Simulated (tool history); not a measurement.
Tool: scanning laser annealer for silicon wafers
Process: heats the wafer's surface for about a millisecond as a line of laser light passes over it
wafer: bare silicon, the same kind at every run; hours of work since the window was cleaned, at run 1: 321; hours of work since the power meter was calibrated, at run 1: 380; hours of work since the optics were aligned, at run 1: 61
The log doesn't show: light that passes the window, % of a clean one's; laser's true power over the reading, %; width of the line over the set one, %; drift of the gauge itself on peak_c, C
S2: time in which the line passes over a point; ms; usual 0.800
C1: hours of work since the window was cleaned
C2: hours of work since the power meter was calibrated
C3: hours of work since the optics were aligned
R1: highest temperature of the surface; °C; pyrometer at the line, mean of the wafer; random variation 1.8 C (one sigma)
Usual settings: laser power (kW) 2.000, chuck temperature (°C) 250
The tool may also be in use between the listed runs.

Run 1, hour 0.0: usual settings; C1 321; C2 380; C3 61. Result: R1 1029 °C.
Run 2, hour 49.5: usual settings; C1 343; C2 403; C3 84. Result: R1 1027 °C.
Run 3, hour 113.5: usual settings; C1 373; C2 433; C3 113. Result: R1 1026 °C.
Run 4, hour 162.2: usual settings; C1 395; C2 455; C3 135. Result: R1 1025 °C.
Run 5, hour 221.9: usual settings but S2 0.598 ms; C1 422; C2 482; C3 163. Result: R1 916 °C.
Run 6, hour 273.7: usual settings but chuck temperature (°C) 282; C1 446; C2 506; C3 187. Result: R1 1055 °C.
Run 7, hour 330.6: usual settings but chuck temperature (°C) 282; C1 472; C2 532; C3 213. Result: R1 1051 °C.
Run 8, hour 391.1: usual settings but laser power (kW) 1.910, S2 0.788 ms, chuck temperature (°C) 277; C1 500; C2 560; C3 240. Result: R1 1008 °C.
Run 9, hour 443.8: usual settings but laser power (kW) 1.910, S2 0.788 ms, chuck temperature (°C) 277; C1 524; C2 584; C3 265. Result: R1 1001 °C.
Run 10, hour 496.1: usual settings but laser power (kW) 2.017, S2 0.594 ms; C1 548; C2 608; C3 289. Result: R1 913 °C.
At hour 505.2: window over the wafer cleaned.
Run 11, hour 532.2: usual settings but laser power (kW) 2.017, S2 0.594 ms; C1 12; C2 624; C3 304. Result: R1 901 °C.

Run 12 comes next. What will it give?
Run 12, hour 596.5: usual settings but laser power (kW) 1.752, S2 0.853 ms, chuck temperature (°C) 283; C1 42; C2 653; C3 334. Result: R1 ?.

{"run 12": {"R1": 975}}
Without the tool's hidden state the same run would have given R1 1016 °C.
